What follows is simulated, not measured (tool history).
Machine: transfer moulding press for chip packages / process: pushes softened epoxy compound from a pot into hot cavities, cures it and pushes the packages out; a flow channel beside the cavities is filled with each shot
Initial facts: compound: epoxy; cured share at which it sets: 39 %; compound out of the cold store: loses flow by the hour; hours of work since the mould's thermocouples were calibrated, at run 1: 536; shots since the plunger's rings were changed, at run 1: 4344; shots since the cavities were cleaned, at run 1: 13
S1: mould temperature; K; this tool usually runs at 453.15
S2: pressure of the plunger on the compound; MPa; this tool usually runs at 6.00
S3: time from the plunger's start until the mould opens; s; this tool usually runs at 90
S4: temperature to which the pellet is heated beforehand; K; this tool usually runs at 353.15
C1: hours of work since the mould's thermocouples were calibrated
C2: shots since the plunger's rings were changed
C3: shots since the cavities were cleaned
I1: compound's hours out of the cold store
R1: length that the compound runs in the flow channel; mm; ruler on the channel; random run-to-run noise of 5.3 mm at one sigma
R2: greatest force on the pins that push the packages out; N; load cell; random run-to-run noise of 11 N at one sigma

run	hour	S1	S2	S3	S4	C1	C2	C3	I1	R1	R2
1	0.0	453.15	6.00	90	353.15	536	4344	13	38.7	640	565
2	16.5	453.15	6.00	90	353.15	548	4571	240	17.5	695	725
3	33.0	453.15	6.00	90	353.15	561	4798	467	35.6	644	865
4	48.1	453.15	6.00	90	353.15	572	5006	675	29.2	666	925
5	65.5	453.15	6.00	90	353.15	585	5245	914	28.1	670	964
# hour 80.9: cavities cleaned with cleaning compound and waxed
6	85.5	453.15	6.00	90	353.15	599	5500	63	35.3	646	625
# hour 94.2: plunger's sealing rings changed
7	99.2	453.15	6.00	90	349.15	607	68	217	27.8	709	754
8	107.4	453.15	6.00	90	353.15	614	182	331	33.2	686	782
9	125.6	453.15	6.00	90	353.15	627	431	580	32.8	695	896
10	136.8	461.15	6.00	90	353.15	636	586	735	23.0	714	770
# hour 141.7: mould's thermocouples calibrated
11	155.6	461.15	6.00	90	352.15	10	817	966	20.5	713	860
# hour 167.4: cavities cleaned with cleaning compound and waxed
12	175.8	461.15	6.00	90	352.15	25	1075	116	29.6	683	536
13	191.6	453.15	6.00	90	353.15	36	1292	333	41.7	663	780
14	208.0	453.15	6.00	90	353.15	49	1518	559	29.4	688	882
15	220.8	453.15	6.00	90	353.15	58	1693	734	17.2	728	998
16	230.3	453.15	6.00	90	353.15	65	1825	866	45.7	641	995
# hour 249.3: cavities cleaned with cleaning compound and waxed
17	249.3	448.15	6.00	119	352.15	78	2065	0	16.1	749	514
# hour 262.0: mould's thermocouples calibrated, once more
18	268.1	453.15	6.00	130	355.15	5	2297	232	10.8	737	597
19	281.9	453.15	6.00	130	355.15	15	2486	421	44.8	646	666
20	296.9	456.15	6.33	90	355.15	26	2693	628	41.5	654	788
21	311.2	449.15	7.00	75	354.15	37	2889	824	21.6	771	1675
22	320.3	452.15	6.06	89	356.15	44	3016	951	14.4	731	1005
23	331.2	453.15	6.00	87	353.15	52	3165	1100	47.2	626	1019
# hour 333.6: cavities cleaned with cleaning compound and waxed
24	347.3	453.15	6.00	90	355.15	63	3366	188	44.4	631	677
25	365.3	452.15	5.44	102	347.15	76	3614	436	37.7	621	714
26	377.1	452.15	5.44	102	347.15	85	3777	599	17.6	678	793
27	392.4	453.15	6.00	90	351.15	97	3988	810	28.3	668	920
28	411.5	453.15	4.62	73	346.15	111	4250	1072	46.4	534	1383
# hour 415.6: cavities cleaned with cleaning compound and waxed
29	424.4	453.15	4.62	73	344.15	120	4407	122	33.1	566	876

Below are 3 alternative next runs, each starting from the tool's condition after run 29. Predict each:
A	440.2	453.15	5.30	81	348.15	131	4625	340	23.2	?	?
B	440.2	460.15	6.92	111	353.15	131	4625	340	27.5	?	?
C	440.2	453.15	4.62	109	362.15	131	4625	340	38.9	?	?

run	R1	R2
A	636	926
B	704	604
C	562	640
With the hidden condition removed and each run's random variation left untouched, the same runs would have given:
run	R1	R2
A	682	645
B	755	422
C	604	450
